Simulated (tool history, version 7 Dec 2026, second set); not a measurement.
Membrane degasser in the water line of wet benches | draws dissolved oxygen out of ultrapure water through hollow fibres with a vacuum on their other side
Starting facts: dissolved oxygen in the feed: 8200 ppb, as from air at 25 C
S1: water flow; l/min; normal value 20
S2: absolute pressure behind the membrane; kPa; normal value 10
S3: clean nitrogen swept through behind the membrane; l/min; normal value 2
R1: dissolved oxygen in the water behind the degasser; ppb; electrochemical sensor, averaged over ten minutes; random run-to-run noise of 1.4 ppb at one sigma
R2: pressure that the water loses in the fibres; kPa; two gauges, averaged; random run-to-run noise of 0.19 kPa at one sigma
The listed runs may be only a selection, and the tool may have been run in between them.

run,hour,S1,S2,S3,R1,R2
1,0,20,10,2,170.4,40.98
2,84.2,20,10,2,173.4,41.12
3,135.6,28,10,2,234.6,57.28
4,192.5,29,10,2,248.3,59.92
5,238.3,15,10,2,132,30.86
6,316.4,20,10,2,174.8,41.18
7,402.5,20,10,2,175.5,41.19
8,504,20,10,2,174.8,41.41
9,585.7,20,10,2,175.4,40.98
10,638.3,20,10,2,175.3,41.24
11,681,20,7.1,2,108.1,41.34
12,724.2,20,7.1,2,108.4,41.22
13,790.4,20,10,2,176.1,41.32
14,882.2,20,10,2,174.6,41.39
15,940.1,20,10,2,176.1,41.16
16,1028.2,20,10,2,175.4,40.98
17,1115.5,20,10,2,175.9,41.45
18,1163,20,10,2,176.4,41.26
19,1242.6,20,10,2,175.8,41.36
20,1306.6,15,12.3,5.49,68.3,30.81
# hour 1376.4: vacuum gauge calibrated
21,1410.6,15,12.3,5.49,64,30.85
22,1474.6,20,8.7,1.23,208.3,41.42
23,1533.3,31,9.4,1.59,276.9,64.06
24,1595,20,10,1.2,255.4,41.43
25,1651.1,20,19.6,5.24,157.2,41.45
26,1747.3,20,16.2,2,301.6,41.69
27,1811.8,25,20.9,4,267.4,51.84
28,1894.8,25,20.9,4,270.4,51.82
29,1981.4,19,24.9,2.97,330.3,39.92
30,2048.4,19,24.9,2.97,332.2,39.46
31,2109.7,20,9.2,2,149.3,41.41

How would selected steps in R1 from run to run divide? Give the signed amount a tool lacking its hidden state would still show from settings, what came in and random variation, and the signed amount left for the hidden state, including any gauge scatter that is not in both of the compared results.
The tool's hidden condition here consists of: membrane still open, %; true pressure behind the membrane over the reading, kPa; air that leaks in behind the membrane, l/min; drift of the gauge itself on oxygen_ppb, %; drift of the gauge itself on loss_of_pressure_kpa, %.
Run 2 -> 3: S1 20 -> 28. R1 +61.2 ppb: hidden state +3.9, all else +57.3.
Run 4 -> 5: S1 29 -> 15. R1 -116.3 ppb: hidden state -7.2, all else -109.1.
Run 19 -> 20: S1 20 -> 15, S2 10 -> 12.3, S3 2 -> 5.49. R1 -107.5 ppb: hidden state -9, all else -98.5.
Run 21 -> 22: S1 15 -> 20, S2 12.3 -> 8.7, S3 5.49 -> 1.23. R1 +144.3 ppb: hidden state +1.3, all else +143.
Run 25 -> 26: S2 19.6 -> 16.2, S3 5.24 -> 2. R1 +144.4 ppb: hidden state +1.1, all else +143.3.
Run 30 -> 31: S1 19 -> 20, S2 24.9 -> 9.2, S3 2.97 -> 2. R1 -182.9 ppb: hidden state -0.2, all else -182.7.

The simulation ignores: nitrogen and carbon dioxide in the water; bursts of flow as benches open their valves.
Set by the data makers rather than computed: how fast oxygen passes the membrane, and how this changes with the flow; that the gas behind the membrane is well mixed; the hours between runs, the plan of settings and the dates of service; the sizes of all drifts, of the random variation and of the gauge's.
